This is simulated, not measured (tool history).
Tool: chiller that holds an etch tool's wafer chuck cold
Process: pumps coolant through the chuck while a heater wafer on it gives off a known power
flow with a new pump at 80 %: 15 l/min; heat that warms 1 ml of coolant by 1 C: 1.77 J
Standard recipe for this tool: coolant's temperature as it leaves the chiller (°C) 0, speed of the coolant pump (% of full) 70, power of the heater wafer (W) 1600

run,hour,coolant's temperature as it leaves the chiller (°C),speed of the coolant pump (% of full),power of the heater wafer (W),chuck's temperature once it has settled (°C),how much warmer the coolant comes back (C)
1,0.0,0,70,1600,21.2,4.19
2,40.0,0,70,1600,21.2,4.21
3,74.1,0,70,1050,13.9,2.72
4,90.4,0,70,1600,20.9,4.22
5,107.7,0,70,1600,21.3,4.21
6,147.1,0,70,842,11.5,2.24
7,181.5,0,61,842,12.6,2.63
8,210.7,0,61,842,12.8,2.64
9,241.7,0,70,1600,21.3,4.25
10,264.6,0,62,1600,23.9,4.81
11,291.3,0,78,1600,19.4,3.77
12,308.1,0,75,1600,20.1,3.93
13,335.9,0,75,1600,20.2,3.93
14,367.5,-5,70,1600,16.4,4.23
15,396.4,-5,70,1600,16.5,4.26
16,418.0,-5,70,1600,16.5,4.23
17,453.9,0,79,1600,19.2,3.67
18,489.8,0,70,1540,20.8,4.08
19,513.5,2,89,1467,18.0,3.00
20,552.6,2,89,1467,17.9,2.96
# hour 556.5: chiller's thermometer calibrated
21,589.2,2,89,2152,25.4,4.45
22,615.0,1,84,1756,21.2,3.77
23,644.9,-4,84,1756,16.1,3.83
24,677.5,-6,83,1756,14.5,3.87
25,704.9,10,62,1947,39.5,5.94
# hour 712.9: chiller's thermometer calibrated, once more
26,740.7,7,80,1600,26.0,3.69
27,766.6,0,70,2175,29.3,5.80
28,783.8,10,100,1023,19.9,1.80
29,817.1,-7,67,1055,7.6,2.98
30,842.0,-9,67,1055,6.0,2.94
31,873.7,-9,67,1870,17.2,5.32

Difference, measured minus no-hidden-state, one row per run. Run-to-run variation is common to both terms; the gauge's own scatter need not be:
Hidden state at play: heat passed by the chuck's channels, % of clean ones'; flow at a given pump speed, % of a new pump's; coolant's true temperature over the reading, C; drift of the gauge itself on chuck_c, C; drift of the gauge itself on warmer_back_c, C.
run,chuck's temperature once it has settled (°C),how much warmer the coolant comes back (C)
1,+0.6,+0.01
2,+0.6,+0.02
3,+0.4,+0.01
4,+0.6,+0.02
5,+0.6,+0.03
6,+0.4,+0.01
7,+0.5,+0.02
8,+0.4,+0.02
9,+0.7,+0.03
10,+0.8,+0.04
11,+0.7,+0.03
12,+0.7,+0.03
13,+0.7,+0.04
14,+0.8,+0.04
15,+0.8,+0.04
16,+0.8,+0.04
17,+0.8,+0.04
18,+0.9,+0.05
19,+0.7,+0.04
20,+0.7,+0.04
21,+1.0,+0.06
22,+1.0,+0.05
23,+1.0,+0.05
24,+1.0,+0.05
25,+1.4,+0.10
26,+0.7,+0.06
27,+1.2,+0.09
28,+0.5,+0.03
29,+0.6,+0.05
30,+0.7,+0.05
31,+1.2,+0.10

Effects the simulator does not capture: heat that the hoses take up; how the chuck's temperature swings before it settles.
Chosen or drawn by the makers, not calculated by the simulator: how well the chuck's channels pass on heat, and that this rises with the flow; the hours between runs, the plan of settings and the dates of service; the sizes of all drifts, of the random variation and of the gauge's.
